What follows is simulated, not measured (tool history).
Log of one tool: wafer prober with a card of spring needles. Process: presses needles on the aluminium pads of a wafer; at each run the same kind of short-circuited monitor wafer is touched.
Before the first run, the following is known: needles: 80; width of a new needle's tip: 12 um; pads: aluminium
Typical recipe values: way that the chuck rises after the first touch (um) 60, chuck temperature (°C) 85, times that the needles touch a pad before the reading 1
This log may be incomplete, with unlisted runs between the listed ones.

run	hour	way that the chuck rises after the first touch (um)	chuck temperature (°C)	times that the needles touch a pad before the reading	resistance of one needle with its contact and lead (mohm)	way that a needle slides on the pad (um)
1	0	60	85	1	132	10.89
# hour 5.9: tips cleaned on abrasive film
# hour 11.7: tips cleaned on abrasive film
# hour 17.6: tips cleaned on abrasive film
# hour 23.5: tips cleaned on abrasive film
# hour 30.8: tips cleaned on abrasive film
# hour 36.6: tips cleaned on abrasive film
# hour 43.9: tips cleaned on abrasive film
# hour 49.8: tips cleaned on abrasive film
# hour 57.1: tips cleaned on abrasive film
2	57.8	60	85	1	132	10.81
# hour 63.7: tips cleaned on abrasive film
# hour 69.6: tips cleaned on abrasive film
# hour 75.4: tips cleaned on abrasive film
# hour 82.7: tips cleaned on abrasive film
# hour 90: tips cleaned on abrasive film
# hour 95.9: tips cleaned on abrasive film
# hour 103.2: tips cleaned on abrasive film
# hour 109.1: tips cleaned on abrasive film
3	110.9	46	85	1	146	7.95
# hour 115.3: tips cleaned on abrasive film
# hour 122.6: tips cleaned on abrasive film
# hour 128.5: tips cleaned on abrasive film
# hour 134.3: tips cleaned on abrasive film
# hour 141.7: tips cleaned on abrasive film
# hour 147.5: tips cleaned on abrasive film
# hour 153.4: tips cleaned on abrasive film
4	153.9	46	85	1	139	7.86
# hour 159.8: tips cleaned on abrasive film
# hour 165.6: tips cleaned on abrasive film
# hour 171.5: tips cleaned on abrasive film
# hour 178.8: tips cleaned on abrasive film
# hour 184.7: tips cleaned on abrasive film
# hour 190.5: tips cleaned on abrasive film
# hour 197.9: tips cleaned on abrasive film
# hour 203.7: tips cleaned on abrasive film
# hour 209.6: tips cleaned on abrasive film
# hour 216.9: tips cleaned on abrasive film
# hour 224.2: tips cleaned on abrasive film
# hour 231.5: tips cleaned on abrasive film
# hour 237.4: tips cleaned on abrasive film
# hour 244.7: tips cleaned on abrasive film
# hour 252: tips cleaned on abrasive film
# hour 259: tips cleaned on abrasive film
5	259	46	85	1	139	7.6
# hour 266.3: tips cleaned on abrasive film
# hour 272.2: tips cleaned on abrasive film
# hour 279.5: tips cleaned on abrasive film
# hour 285.3: tips cleaned on abrasive film
# hour 291.2: tips cleaned on abrasive film
# hour 298.5: tips cleaned on abrasive film
# hour 304.4: tips cleaned on abrasive film
# hour 307.6: height of the first contact set anew
# hour 312: tips cleaned on abrasive film
# hour 317.8: tips cleaned on abrasive film
# hour 325.2: tips cleaned on abrasive film
6	328.2	60	85	1	144	10.92
# hour 331.1: tips cleaned on abrasive film
# hour 338.5: tips cleaned on abrasive film
# hour 345.8: tips cleaned on abrasive film
# hour 351.6: tips cleaned on abrasive film
# hour 358.9: tips cleaned on abrasive film
# hour 366.2: tips cleaned on abrasive film
# hour 372.1: tips cleaned on abrasive film
# hour 378.4: tips cleaned on abrasive film
7	378.4	60	85	1	128	10.86
# hour 385.7: tips cleaned on abrasive film
# hour 393: tips cleaned on abrasive film
# hour 400.3: tips cleaned on abrasive film
# hour 406.2: tips cleaned on abrasive film
# hour 412.1: tips cleaned on abrasive film
# hour 419.4: tips cleaned on abrasive film
# hour 426.7: tips cleaned on abrasive film
# hour 434: tips cleaned on abrasive film
# hour 439.9: tips cleaned on abrasive film
# hour 445.7: tips cleaned on abrasive film
8	449.4	60	85	2	139	10.65
# hour 452.4: tips cleaned on abrasive film
# hour 458.3: tips cleaned on abrasive film
# hour 465.6: tips cleaned on abrasive film
# hour 472.9: tips cleaned on abrasive film
# hour 478.7: tips cleaned on abrasive film
# hour 486: tips cleaned on abrasive film
# hour 493.3: tips cleaned on abrasive film
# hour 500.7: tips cleaned on abrasive film
# hour 508: tips cleaned on abrasive film
# hour 515.3: tips cleaned on abrasive film
# hour 521.7: tips cleaned on abrasive film
# hour 533.7: card fitted with new needles
9	533.7	60	85	2	122	11.06
# hour 539.6: tips cleaned on abrasive film
# hour 545.5: tips cleaned on abrasive film
# hour 551.3: tips cleaned on abrasive film
# hour 557.2: tips cleaned on abrasive film
# hour 564.5: tips cleaned on abrasive film
# hour 571.8: tips cleaned on abrasive film
10	577.5	42	51	1	151	7.53
# hour 579.1: tips cleaned on abrasive film
# hour 586.4: tips cleaned on abrasive film
# hour 593.7: tips cleaned on abrasive film
# hour 599.5: tips cleaned on abrasive film
# hour 606.9: tips cleaned on abrasive film
# hour 612.7: tips cleaned on abrasive film
# hour 620: tips cleaned on abrasive film
# hour 625.9: tips cleaned on abrasive film
# hour 633.2: tips cleaned on abrasive film
# hour 639.1: tips cleaned on abrasive film
# hour 644.9: tips cleaned on abrasive film
# hour 652.2: tips cleaned on abrasive film
11	653.9	42	51	1	134	7.43
# hour 658.4: tips cleaned on abrasive film
# hour 664.2: tips cleaned on abrasive film
# hour 671.5: tips cleaned on abrasive film
# hour 678.9: tips cleaned on abrasive film
# hour 686.2: tips cleaned on abrasive film
# hour 693.5: tips cleaned on abrasive film
# hour 699.3: tips cleaned on abrasive film
# hour 705.2: tips cleaned on abrasive film
# hour 711.1: tips cleaned on abrasive film
# hour 718.4: tips cleaned on abrasive film
# hour 725.7: tips cleaned on abrasive film
# hour 731.5: tips cleaned on abrasive film
# hour 737.4: tips cleaned on abrasive film
12	742.1	42	51	1	148	7.13
# hour 743.6: tips cleaned on abrasive film
# hour 749.5: tips cleaned on abrasive film
# hour 756.8: tips cleaned on abrasive film
# hour 762.7: tips cleaned on abrasive film
# hour 770: tips cleaned on abrasive film
# hour 775.9: tips cleaned on abrasive film
# hour 783.2: tips cleaned on abrasive film
# hour 789: tips cleaned on abrasive film
# hour 796.3: tips cleaned on abrasive film
13	798.1	78	85	2	126	13.8
# hour 802.5: tips cleaned on abrasive film
# hour 808.4: tips cleaned on abrasive film
# hour 815.7: tips cleaned on abrasive film
# hour 821.5: tips cleaned on abrasive film
# hour 827.4: tips cleaned on abrasive film
# hour 833.3: tips cleaned on abrasive film
# hour 840.6: tips cleaned on abrasive film
# hour 847.9: tips cleaned on abrasive film
14	851.9	78	84	2	128	13.59
# hour 854.9: tips cleaned on abrasive film
# hour 862.2: tips cleaned on abrasive film
# hour 869.5: tips cleaned on abrasive film
# hour 875.4: tips cleaned on abrasive film
# hour 881.3: tips cleaned on abrasive film
# hour 888.6: tips cleaned on abrasive film
# hour 894.4: tips cleaned on abrasive film
# hour 899.1: height of the first contact set anew
# hour 902: tips cleaned on abrasive film
# hour 909.4: tips cleaned on abrasive film
# hour 915.2: tips cleaned on abrasive film
# hour 922.5: tips cleaned on abrasive film
# hour 929.8: tips cleaned on abrasive film
# hour 935.7: tips cleaned on abrasive film
15	940.7	78	84	2	128	14.27
# hour 942.2: tips cleaned on abrasive film
# hour 948.1: tips cleaned on abrasive film
# hour 955.4: tips cleaned on abrasive film
# hour 961.3: tips cleaned on abrasive film
# hour 968.6: tips cleaned on abrasive film
# hour 974.4: tips cleaned on abrasive film
# hour 981.7: tips cleaned on abrasive film
# hour 987.6: tips cleaned on abrasive film
# hour 993.5: tips cleaned on abrasive film
# hour 1000.8: tips cleaned on abrasive film
# hour 1006.6: tips cleaned on abrasive film
# hour 1013.9: tips cleaned on abrasive film
# hour 1021.2: tips cleaned on abrasive film
# hour 1027.1: tips cleaned on abrasive film
# hour 1033: tips cleaned on abrasive film
# hour 1040.3: tips cleaned on abrasive film
16	1044.7	77	84	2	128	13.84
# hour 1046.3: tips cleaned on abrasive film
# hour 1052.1: tips cleaned on abrasive film
# hour 1059.4: tips cleaned on abrasive film
# hour 1066.7: tips cleaned on abrasive film
# hour 1072.6: tips cleaned on abrasive film
# hour 1079.9: tips cleaned on abrasive film
# hour 1087.2: tips cleaned on abrasive film
# hour 1094.5: tips cleaned on abrasive film
# hour 1101.8: tips cleaned on abrasive film
# hour 1109.1: tips cleaned on abrasive film
17	1112.3	77	65	1	127	13.53

Each row is a separate what-if for the run after 17, all from the same tool condition, not one after another. Results?
# hour 1115.3: tips cleaned on abrasive film
# hour 1121.1: tips cleaned on abrasive film
# hour 1127: tips cleaned on abrasive film
# hour 1132.9: tips cleaned on abrasive film
# hour 1140.2: tips cleaned on abrasive film
# hour 1147.5: tips cleaned on abrasive film
# hour 1153.3: tips cleaned on abrasive film
# hour 1160.7: tips cleaned on abrasive film
A	1166	62	44	1	?	?
# hour 1115.3: tips cleaned on abrasive film
# hour 1121.1: tips cleaned on abrasive film
# hour 1127: tips cleaned on abrasive film
# hour 1132.9: tips cleaned on abrasive film
# hour 1140.2: tips cleaned on abrasive film
# hour 1147.5: tips cleaned on abrasive film
# hour 1153.3: tips cleaned on abrasive film
# hour 1160.7: tips cleaned on abrasive film
B	1166	42	65	1	?	?
# hour 1115.3: tips cleaned on abrasive film
# hour 1121.1: tips cleaned on abrasive film
# hour 1127: tips cleaned on abrasive film
# hour 1132.9: tips cleaned on abrasive film
# hour 1140.2: tips cleaned on abrasive film
# hour 1147.5: tips cleaned on abrasive film
# hour 1153.3: tips cleaned on abrasive film
# hour 1160.7: tips cleaned on abrasive film
C	1166	67	61	2	?	?
# hour 1115.3: tips cleaned on abrasive film
# hour 1121.1: tips cleaned on abrasive film
# hour 1127: tips cleaned on abrasive film
# hour 1132.9: tips cleaned on abrasive film
# hour 1140.2: tips cleaned on abrasive film
# hour 1147.5: tips cleaned on abrasive film
# hour 1153.3: tips cleaned on abrasive film
# hour 1160.7: tips cleaned on abrasive film
D	1166	48	40	2	?	?

run	resistance of one needle with its contact and lead (mohm)	way that a needle slides on the pad (um)
A	139	10.65
B	163	7.04
C	130	11.6
D	139	8.15
Take away the tool's hidden state, keep each run's random variation, and the runs would have read:
run	resistance of one needle with its contact and lead (mohm)	way that a needle slides on the pad (um)
A	118	11.32
B	122	7.72
C	119	12.27
D	118	8.83
